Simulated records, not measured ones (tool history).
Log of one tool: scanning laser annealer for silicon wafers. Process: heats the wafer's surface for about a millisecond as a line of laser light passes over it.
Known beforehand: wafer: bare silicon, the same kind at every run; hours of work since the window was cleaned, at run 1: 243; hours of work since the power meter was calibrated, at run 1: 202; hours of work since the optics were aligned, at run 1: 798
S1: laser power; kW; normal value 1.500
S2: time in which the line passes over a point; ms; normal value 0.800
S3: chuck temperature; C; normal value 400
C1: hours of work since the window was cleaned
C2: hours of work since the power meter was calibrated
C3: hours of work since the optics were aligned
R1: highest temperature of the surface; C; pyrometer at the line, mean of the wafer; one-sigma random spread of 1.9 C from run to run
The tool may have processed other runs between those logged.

Run 1, day 0.000: usual settings; C1 243; C2 202; C3 798. Result: R1 1154 C.
Run 2, day 0.538: usual settings; C1 253; C2 212; C3 808. Result: R1 1155 C.
Run 3, day 1.354: usual settings; C1 269; C2 228; C3 824. Result: R1 1155 C.
Run 4, day 2.196: usual settings but S2 0.759 ms; C1 285; C2 244; C3 840. Result: R1 1131 C.
Run 5, day 2.754: usual settings; C1 295; C2 254; C3 850. Result: R1 1149 C.
Run 6, day 3.167: usual settings; C1 303; C2 262; C3 858. Result: R1 1150 C.
At day 3.746: window over the wafer cleaned.
Run 7, day 3.746: usual settings; C1 0; C2 271; C3 867. Result: R1 1182 C.
Run 8, day 4.125: usual settings; C1 7; C2 279; C3 875. Result: R1 1181 C.
Run 9, day 4.975: usual settings; C1 23; C2 295; C3 891. Result: R1 1180 C.
Run 10, day 5.467: usual settings; C1 33; C2 304; C3 900. Result: R1 1180 C.
Run 11, day 6.258: usual settings but S1 1.373 kW; C1 48; C2 319; C3 915. Result: R1 1104 C.
Run 12, day 6.946: usual settings but S1 1.373 kW; C1 61; C2 332; C3 928. Result: R1 1096 C.
Run 13, day 7.812: usual settings but S1 1.373 kW; C1 77; C2 349; C3 945. Result: R1 1096 C.
Run 14, day 8.754: usual settings but S1 1.373 kW; C1 95; C2 367; C3 963. Result: R1 1095 C.
Run 15, day 9.200: usual settings but S1 1.373 kW, S3 388 C; C1 104; C2 375; C3 971. Result: R1 1083 C.
Run 16, day 9.842: usual settings but S1 1.373 kW, S3 388 C; C1 116; C2 387; C3 983. Result: R1 1080 C.
Run 17, day 10.738: usual settings; C1 133; C2 404; C3 1000. Result: R1 1168 C.
Run 18, day 11.588: usual settings; C1 149; C2 420; C3 1017. Result: R1 1164 C.
Run 19, day 12.258: usual settings but S3 363 C; C1 162; C2 433; C3 1029. Result: R1 1126 C.
Run 20, day 13.208: usual settings; C1 180; C2 451; C3 1047. Result: R1 1163 C.
Run 21, day 13.592: usual settings but S1 1.355 kW; C1 187; C2 459; C3 1055. Result: R1 1078 C.
Run 22, day 13.983: usual settings but S1 1.355 kW, S2 0.715 ms, S3 396 C; C1 195; C2 466; C3 1062. Result: R1 1032 C.
Run 23, day 14.567: usual settings but S1 1.355 kW, S2 0.715 ms, S3 396 C; C1 206; C2 477; C3 1073. Result: R1 1028 C.
Run 24, day 15.417: usual settings but S1 1.355 kW, S2 0.715 ms, S3 396 C; C1 222; C2 493; C3 1089. Result: R1 1027 C.
Run 25, day 15.904: usual settings but S3 366 C; C1 231; C2 503; C3 1099. Result: R1 1117 C.
Run 26, day 16.642: usual settings but S1 1.530 kW; C1 245; C2 517; C3 1113. Result: R1 1170 C.
Run 27, day 17.121: usual settings but S1 1.637 kW, S2 0.844 ms, S3 430 C; C1 254; C2 526; C3 1122. Result: R1 1287 C.
Run 28, day 17.512: usual settings but S1 1.541 kW, S3 394 C; C1 262; C2 533; C3 1129. Result: R1 1170 C.
Run 29, day 18.342: usual settings but S1 1.515 kW, S2 0.640 ms, S3 408 C; C1 278; C2 549; C3 1145. Result: R1 1080 C.
Run 30, day 18.750: usual settings but S1 1.544 kW, S2 0.938 ms, S3 387 C; C1 285; C2 557; C3 1153. Result: R1 1229 C.
Run 31, day 19.625: usual settings but S1 1.337 kW, S2 0.930 ms, S3 430 C; C1 302; C2 573; C3 1169. Result: R1 1139 C.
Run 32, day 20.083: usual settings but S1 1.464 kW, S2 0.919 ms, S3 430 C; C1 311; C2 582; C3 1178. Result: R1 1209 C.
At day 20.254: window over the wafer cleaned.
Run 33, day 20.983: usual settings but S1 1.285 kW, S2 0.809 ms, S3 430 C; C1 14; C2 598; C3 1194. Result: R1 1082 C.
Run 34, day 21.783: usual settings but S1 1.312 kW, S2 0.920 ms, S3 417 C; C1 29; C2 613; C3 1209. Result: R1 1130 C.
Run 35, day 22.517: usual settings but S1 1.312 kW, S2 0.920 ms, S3 417 C; C1 43; C2 627; C3 1223. Result: R1 1127 C.
Run 36, day 22.929: usual settings but S1 1.312 kW, S2 0.920 ms, S3 417 C; C1 51; C2 635; C3 1231. Result: R1 1131 C.
Run 37, day 23.588: usual settings but S1 1.312 kW, S2 0.920 ms, S3 417 C; C1 63; C2 647; C3 1243. Result: R1 1129 C.
Run 38, day 24.404: usual settings but S1 1.531 kW, S2 0.920 ms, S3 364 C; C1 79; C2 663; C3 1259. Result: R1 1212 C.
Run 39, day 25.088: usual settings but S1 1.531 kW, S2 0.920 ms, S3 364 C; C1 92; C2 676; C3 1272. Result: R1 1207 C.
Run 40, day 25.725: usual settings but S1 1.621 kW, S2 0.615 ms, S3 368 C; C1 104; C2 688; C3 1284. Result: R1 1095 C.
Run 41, day 26.354: usual settings but S1 1.621 kW, S2 0.615 ms, S3 368 C; C1 116; C2 700; C3 1296. Result: R1 1093 C.
Run 42, day 26.788: usual settings but S1 1.319 kW, S2 0.748 ms, S3 425 C; C1 124; C2 708; C3 1304. Result: R1 1057 C.

Describe how what the log doesn't record of the tool's condition differs between the last listed run preceding each entry between runs and the first listed run following it.
After run 6, before run 7: window over the wafer cleaned (day 3.746)
  light that passes the window, % of a clean one's: 96.24 -> 99.89; width of the line over the set one, %: 1.29 -> 1.31
  measured result minus the result with no hidden state, R1: -40 -> -7 C
After run 32, before run 33: window over the wafer cleaned (day 20.254)
  light that passes the window, % of a clean one's: 96.15 -> 99.43; laser's true power over the reading, %: -0.13 -> -0.14; width of the line over the set one, %: 1.77 -> 1.79
  measured result minus the result with no hidden state, R1: -47 -> -13 C

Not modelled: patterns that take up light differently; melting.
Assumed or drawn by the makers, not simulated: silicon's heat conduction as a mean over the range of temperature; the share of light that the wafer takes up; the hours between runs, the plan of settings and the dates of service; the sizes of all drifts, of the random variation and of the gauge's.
